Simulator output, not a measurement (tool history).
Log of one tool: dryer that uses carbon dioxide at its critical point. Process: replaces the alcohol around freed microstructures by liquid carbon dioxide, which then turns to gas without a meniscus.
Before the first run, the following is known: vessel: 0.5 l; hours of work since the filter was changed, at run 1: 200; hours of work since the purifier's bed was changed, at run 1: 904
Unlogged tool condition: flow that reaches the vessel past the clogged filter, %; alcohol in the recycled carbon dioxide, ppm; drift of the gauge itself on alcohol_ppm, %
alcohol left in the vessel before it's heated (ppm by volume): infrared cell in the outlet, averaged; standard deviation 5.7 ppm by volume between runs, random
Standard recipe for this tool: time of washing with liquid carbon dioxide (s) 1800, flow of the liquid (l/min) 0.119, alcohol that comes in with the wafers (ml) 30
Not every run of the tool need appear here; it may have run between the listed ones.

run   hour  time of washing with liquid carbon dioxide (s)  flow of the liquid (l/min)  alcohol that comes in with the wafers (ml)  hours of work since the filter was changed  hours of work since the purifier's bed was changed  alcohol left in the vessel before it's heated (ppm by volume)
  1    0.0                                            1800                       0.119                                          30                                         200                                                 904                                                            416
  2   14.5                                            1800                       0.119                                          30                                         211                                                 914                                                            417
  3   43.1                                            1800                       0.119                                          30                                         232                                                 935                                                            443
  4   74.4                                            1800                       0.071                                          30                                         255                                                 958                                                           2852
  5  100.4                                            1800                       0.071                                          30                                         274                                                 977                                                           2985
  6  126.8                                            1800                       0.071                                          30                                         293                                                 996                                                           2930
     140.8  -- purifier's bed changed
  7  143.5                                            1800                       0.071                                          30                                         303                                                   2                                                           2853
  8  163.7                                            1800                       0.071                                          30                                         318                                                  17                                                           2931
  9  179.6                                            1800                       0.071                                          30                                         329                                                  28                                                           2998
     191.8  -- inlet filter changed
 10  193.9                                            1800                       0.071                                          24                                           2                                                  38                                                           1672
 11  218.8                                            1800                       0.071                                          24                                          20                                                  56                                                           1701
 12  232.2                                            1800                       0.071                                          24                                          29                                                  66                                                           1723
 13  251.1                                            1800                       0.071                                          24                                          43                                                  80                                                           1726
 14  276.8                                            1800                       0.177                                          30                                          62                                                  98                                                             29
 15  290.6                                            1800                       0.177                                          30                                          72                                                 108                                                             29
 16  311.8                                            1800                       0.177                                          30                                          87                                                 124                                                             40
 17  332.6                                            1800                       0.177                                          30                                         103                                                 139                                                             38
 18  352.3                                            1800                       0.177                                          30                                         117                                                 153                                                             40
 19  366.4                                            2820                       0.079                                          76                                         127                                                 164                                                            545
 20  396.9                                            2820                       0.079                                          76                                         149                                                 186                                                            563
 21  409.7                                            1380                       0.102                                          30                                         159                                                 195                                                           1641
 22  440.3                                            1380                       0.102                                          30                                         181                                                 217                                                           1698

Predict the results of run 23:
 23  467.3                                            1380                       0.102                                          30                                         201                                                 237                                                              ?

Run 23 came out at alcohol left in the vessel before it's heated (ppm by volume) 1746.
Without the tool's hidden state the same run would have given alcohol left in the vessel before it's heated (ppm by volume) 1364.
